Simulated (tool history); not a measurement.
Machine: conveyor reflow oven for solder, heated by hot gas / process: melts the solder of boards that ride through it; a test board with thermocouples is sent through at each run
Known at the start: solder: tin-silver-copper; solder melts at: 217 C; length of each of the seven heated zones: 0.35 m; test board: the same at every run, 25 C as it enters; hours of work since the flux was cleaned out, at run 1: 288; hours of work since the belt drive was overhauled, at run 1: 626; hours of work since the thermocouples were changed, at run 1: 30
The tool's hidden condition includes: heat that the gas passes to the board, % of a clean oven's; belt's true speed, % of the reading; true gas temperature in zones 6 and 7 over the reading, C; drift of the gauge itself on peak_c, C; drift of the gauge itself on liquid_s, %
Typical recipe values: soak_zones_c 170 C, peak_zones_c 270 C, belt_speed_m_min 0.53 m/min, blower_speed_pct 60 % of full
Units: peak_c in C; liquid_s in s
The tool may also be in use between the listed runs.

run	hour	soak_zones_c	peak_zones_c	belt_speed_m_min	blower_speed_pct	hours of work since the flux was cleaned out	hours of work since the belt drive was overhauled	hours of work since the thermocouples were changed	peak_c	liquid_s
1	0	170	270	0.53	60	288	626	30	249.5	54.7
2	13.5	170	270	0.53	60	297	635	39	249.3	54.9
3	30.3	170	270	0.53	52	309	646	50	246.7	51.6
4	39	170	270	0.53	52	315	653	56	246.8	51.7
5	48.3	170	270	0.53	52	321	659	63	246.5	51.6
6	60.2	170	270	0.53	60	329	667	71	249.2	54.6
7	81.6	170	270	0.53	60	344	682	86	249.1	54.4
8	96.7	170	270	0.53	60	355	692	96	248.9	54.3
# hour 112.2: flux residue cleaned out of gas plates and filters
9	118.5	170	270	0.53	60	4	704	108	252.1	57.9
10	128	170	265	0.53	60	11	711	115	247.7	54.4
11	145.7	170	279	0.53	60	23	723	127	259.5	62.8
12	157.3	170	276	0.53	60	31	731	135	257	61.2
13	174.2	170	276	0.53	60	43	743	147	257	61.3
14	192	170	276	0.506	60	55	755	159	258.9	65.6
15	201	170	275	0.506	60	61	761	165	257.8	65.1
16	215.9	170	275	0.506	60	72	771	175	257.8	64.6
# hour 228.2: belt drive overhauled, speed set with a stopwatch
17	235.1	170	277	0.517	59	82	5	186	257.8	62.6
18	247	170	272	0.517	58	90	13	194	253.3	59.3
19	263.5	170	272	0.494	58	102	24	205	254.8	63.4
20	273.2	170	272	0.494	58	108	31	212	254.6	63.6
21	293.3	170	270	0.533	60	122	45	226	250.6	55.6
22	306.9	174	259	0.533	60	132	54	235	242.2	49.6
23	328.1	174	259	0.533	60	146	69	250	242.2	49.4
24	343.2	184	281	0.53	60	157	79	261	262.7	69.1
25	358.7	171	284	0.53	60	168	90	271	262.9	64.4
26	376.5	170	270	0.548	86	180	102	284	255.6	58.4

Run 27 has not been measured yet. What should we expect?
27	387.7	170	270	0.53	70	188	110	291	?	?

peak_c: 253.3 C
liquid_s: 58.4 s
Without the tool's hidden state the same run would have given peak_c 254.3 C, liquid_s 59.6 s.
